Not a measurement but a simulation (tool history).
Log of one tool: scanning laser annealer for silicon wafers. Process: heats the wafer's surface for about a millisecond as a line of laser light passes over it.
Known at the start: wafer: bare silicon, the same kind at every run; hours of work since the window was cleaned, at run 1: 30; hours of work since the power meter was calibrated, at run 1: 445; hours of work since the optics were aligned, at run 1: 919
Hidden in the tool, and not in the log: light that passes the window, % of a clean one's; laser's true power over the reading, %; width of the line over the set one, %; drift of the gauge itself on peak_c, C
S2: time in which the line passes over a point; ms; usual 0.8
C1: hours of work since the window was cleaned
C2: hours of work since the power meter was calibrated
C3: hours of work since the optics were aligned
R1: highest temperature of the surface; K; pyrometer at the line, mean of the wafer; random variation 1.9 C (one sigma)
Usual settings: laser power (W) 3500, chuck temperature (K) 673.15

Run 1, day 0: usual settings; C1 30; C2 445; C3 919. Result: R1 1491.15 K.
Run 2, day 0.771: usual settings; C1 42; C2 457; C3 930. Result: R1 1492.15 K.
Run 3, day 1.7: usual settings; C1 56; C2 471; C3 945. Result: R1 1493.15 K.
Run 4, day 2.733: usual settings but S2 0.941 ms; C1 72; C2 487; C3 960. Result: R1 1548.15 K.
Run 5, day 3.45: usual settings but S2 0.941 ms; C1 83; C2 498; C3 971. Result: R1 1546.15 K.
Run 6, day 4.638: usual settings but S2 0.941 ms; C1 101; C2 516; C3 989. Result: R1 1547.15 K.
Run 7, day 5.429: usual settings but S2 0.941 ms; C1 113; C2 528; C3 1002. Result: R1 1548.15 K.
Run 8, day 6.221: usual settings but S2 0.941 ms; C1 125; C2 540; C3 1014. Result: R1 1547.15 K.
Run 9, day 6.929: usual settings but S2 0.941 ms; C1 136; C2 551; C3 1024. Result: R1 1543.15 K.
Run 10, day 7.679: usual settings but S2 0.941 ms; C1 147; C2 562; C3 1036. Result: R1 1543.15 K.
Run 11, day 8.362: usual settings but S2 0.941 ms; C1 158; C2 573; C3 1046. Result: R1 1544.15 K.
Run 12, day 9.088: usual settings but S2 0.941 ms; C1 169; C2 584; C3 1057. Result: R1 1547.15 K.
Run 13, day 9.842: usual settings but S2 0.941 ms; C1 180; C2 596; C3 1069. Result: R1 1541.15 K.
Run 14, day 11.021: usual settings but S2 0.925 ms, chuck temperature (K) 640.15; C1 198; C2 613; C3 1087. Result: R1 1500.15 K.
Run 15, day 12.033: usual settings but S2 0.594 ms, chuck temperature (K) 697.15; C1 214; C2 629; C3 1102. Result: R1 1404.15 K.
Run 16, day 12.812: usual settings but laser power (W) 3468, S2 0.594 ms, chuck temperature (K) 699.15; C1 226; C2 641; C3 1114. Result: R1 1398.15 K.
Run 17, day 13.379: usual settings but laser power (W) 3468, S2 0.594 ms, chuck temperature (K) 699.15; C1 234; C2 649; C3 1123. Result: R1 1397.15 K.
Run 18, day 14.529: usual settings but laser power (W) 3513, S2 0.866 ms, chuck temperature (K) 704.15; C1 252; C2 667; C3 1140. Result: R1 1539.15 K.
Run 19, day 15.029: usual settings but laser power (W) 3513, S2 0.866 ms, chuck temperature (K) 704.15; C1 260; C2 675; C3 1148. Result: R1 1539.15 K.
Run 20, day 15.562: usual settings but laser power (W) 3513, S2 0.866 ms, chuck temperature (K) 704.15; C1 268; C2 683; C3 1156. Result: R1 1537.15 K.

5 ways to go on from here, each from the tool as it stands after run 20. What would each give?
Run A, day 16.554: usual settings but laser power (W) 3068, S2 0.58 ms, chuck temperature (K) 712.15; C1 283; C2 698; C3 1171. Result: R1 ?.
Run B, day 16.554: usual settings but laser power (W) 3078, S2 0.637 ms, chuck temperature (K) 704.15; C1 283; C2 698; C3 1171. Result: R1 ?.
Run C, day 16.554: usual settings but laser power (W) 3658, S2 0.619 ms, chuck temperature (K) 704.15; C1 283; C2 698; C3 1171. Result: R1 ?.
Run D, day 16.554: usual settings but laser power (W) 3526, S2 0.669 ms, chuck temperature (K) 692.15; C1 283; C2 698; C3 1171. Result: R1 ?.
Run E, day 16.554: usual settings but S2 0.656 ms, chuck temperature (K) 702.15; C1 283; C2 698; C3 1171. Result: R1 ?.

run       R1
  A  1294.15
  B  1315.15
  C  1460.15
  D  1439.15
  E  1440.15
Without the tool's hidden state the same runs would have given:
run       R1
  A  1319.15
  B  1341.15
  C  1493.15
  D  1472.15
  E  1472.15
